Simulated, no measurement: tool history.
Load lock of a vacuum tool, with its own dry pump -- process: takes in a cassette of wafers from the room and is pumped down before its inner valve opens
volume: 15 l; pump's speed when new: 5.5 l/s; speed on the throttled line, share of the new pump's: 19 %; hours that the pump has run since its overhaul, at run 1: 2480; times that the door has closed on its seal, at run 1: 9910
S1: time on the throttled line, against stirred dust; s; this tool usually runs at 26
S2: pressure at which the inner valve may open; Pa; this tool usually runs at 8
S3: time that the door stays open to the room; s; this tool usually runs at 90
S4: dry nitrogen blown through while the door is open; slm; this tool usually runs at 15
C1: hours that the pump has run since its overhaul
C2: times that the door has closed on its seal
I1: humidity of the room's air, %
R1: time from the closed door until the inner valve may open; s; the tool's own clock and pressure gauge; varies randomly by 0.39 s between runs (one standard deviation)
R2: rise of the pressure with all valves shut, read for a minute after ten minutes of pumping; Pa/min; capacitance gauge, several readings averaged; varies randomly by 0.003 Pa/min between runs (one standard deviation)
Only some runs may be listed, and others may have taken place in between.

Run 1, hour 0: usual settings; C1 2480; C2 9910; I1 45.4. Result: R1 48 s, R2 0.069 Pa/min.
Run 2, hour 52.4: usual settings but S4 11 slm; C1 2533; C2 10099; I1 45.5. Result: R1 47.5 s, R2 0.074 Pa/min.
Run 3, hour 149.6: usual settings; C1 2630; C2 10449; I1 44.2. Result: R1 48.4 s, R2 0.068 Pa/min.
Run 4, hour 229.8: usual settings but S1 20 s; C1 2710; C2 10738; I1 41.1. Result: R1 42.7 s, R2 0.067 Pa/min.
Run 5, hour 299.9: usual settings but S1 20 s; C1 2780; C2 10990; I1 47.3. Result: R1 43.6 s, R2 0.078 Pa/min.
Run 6, hour 363.8: usual settings but S1 29 s; C1 2844; C2 11221; I1 45.2. Result: R1 50.7 s, R2 0.076 Pa/min.
Run 7, hour 465.9: usual settings but S1 29 s; C1 2946; C2 11589; I1 46.1. Result: R1 50.4 s, R2 0.077 Pa/min.
Run 8, hour 518.4: usual settings but S1 29 s; C1 2999; C2 11778; I1 47. Result: R1 50.8 s, R2 0.083 Pa/min.
Run 9, hour 586.1: usual settings but S1 29 s; C1 3066; C2 12022; I1 45. Result: R1 51 s, R2 0.074 Pa/min.
Run 10, hour 640: usual settings but S1 29 s; C1 3120; C2 12216; I1 46.5. Result: R1 50.5 s, R2 0.082 Pa/min.
Run 11, hour 715.4: usual settings; C1 3196; C2 12487; I1 43.8. Result: R1 48.9 s, R2 0.076 Pa/min.
Run 12, hour 780.7: usual settings but S4 4 slm; C1 3261; C2 12723; I1 46.4. Result: R1 48.6 s, R2 0.094 Pa/min.
Run 13, hour 862.1: usual settings but S4 4 slm; C1 3342; C2 13016; I1 46.9. Result: R1 48.6 s, R2 0.101 Pa/min.
Run 14, hour 921.1: usual settings but S4 4 slm; C1 3401; C2 13228; I1 47.3. Result: R1 47.9 s, R2 0.098 Pa/min.
Run 15, hour 1015.9: usual settings but S4 4 slm; C1 3496; C2 13570; I1 44.6. Result: R1 48.2 s, R2 0.098 Pa/min.
Run 16, hour 1110.6: usual settings; C1 3591; C2 13911; I1 48.3. Result: R1 48.4 s, R2 0.082 Pa/min.
Run 17, hour 1165.8: usual settings; C1 3646; C2 14110; I1 44.9. Result: R1 48.3 s, R2 0.084 Pa/min.
Run 18, hour 1222.9: usual settings but S3 75 s; C1 3703; C2 14316; I1 43.1. Result: R1 48.1 s, R2 0.08 Pa/min.
Run 19, hour 1279: usual settings; C1 3759; C2 14518; I1 44.8. Result: R1 48 s, R2 0.083 Pa/min.
Run 20, hour 1367.1: usual settings but S1 21 s, S2 6 Pa, S3 107 s, S4 14 slm; C1 3847; C2 14836; I1 46.3. Result: R1 45.3 s, R2 0.092 Pa/min.
Run 21, hour 1463.8: usual settings but S1 21 s, S2 6 Pa, S3 107 s, S4 14 slm; C1 3944; C2 15184; I1 46.7. Result: R1 44.5 s, R2 0.096 Pa/min.
Run 22, hour 1512.8: usual settings but S1 16 s, S2 11 Pa; C1 3993; C2 15360; I1 43.9. Result: R1 39.3 s, R2 0.09 Pa/min.
Run 23, hour 1595.4: usual settings but S1 51 s, S2 11 Pa, S3 67 s; C1 4076; C2 15658; I1 46.7. Result: R1 67.7 s, R2 0.089 Pa/min.
Run 24, hour 1667.4: usual settings but S1 29 s, S3 122 s, S4 8 slm; C1 4148; C2 15918; I1 43.8. Result: R1 51.3 s, R2 0.1 Pa/min.
Run 25, hour 1768.5: usual settings but S4 22 slm; C1 4249; C2 16282; I1 42.9. Result: R1 48.6 s, R2 0.08 Pa/min.
Run 26, hour 1830.3: usual settings but S4 22 slm; C1 4311; C2 16504; I1 45.9. Result: R1 48.1 s, R2 0.093 Pa/min.
Run 27, hour 1909: usual settings but S2 13 Pa, S4 17 slm; C1 4389; C2 16788; I1 45.6. Result: R1 46.6 s, R2 0.091 Pa/min.

Run 28, settings as shown, results not yet in. Your forecast:
Run 28, hour 1999.6: usual settings but S1 14 s, S2 16 Pa, S4 17 slm; C1 4480; C2 17114; I1 45.6. Result: R1 ?, R2 ?.

{"run 28": {"R1": 36.7, "R2": 0.101}}
On a tool with no hidden condition, and with the same random variation, this run would have come out at R1 35.1 s, R2 0.056 Pa/min.
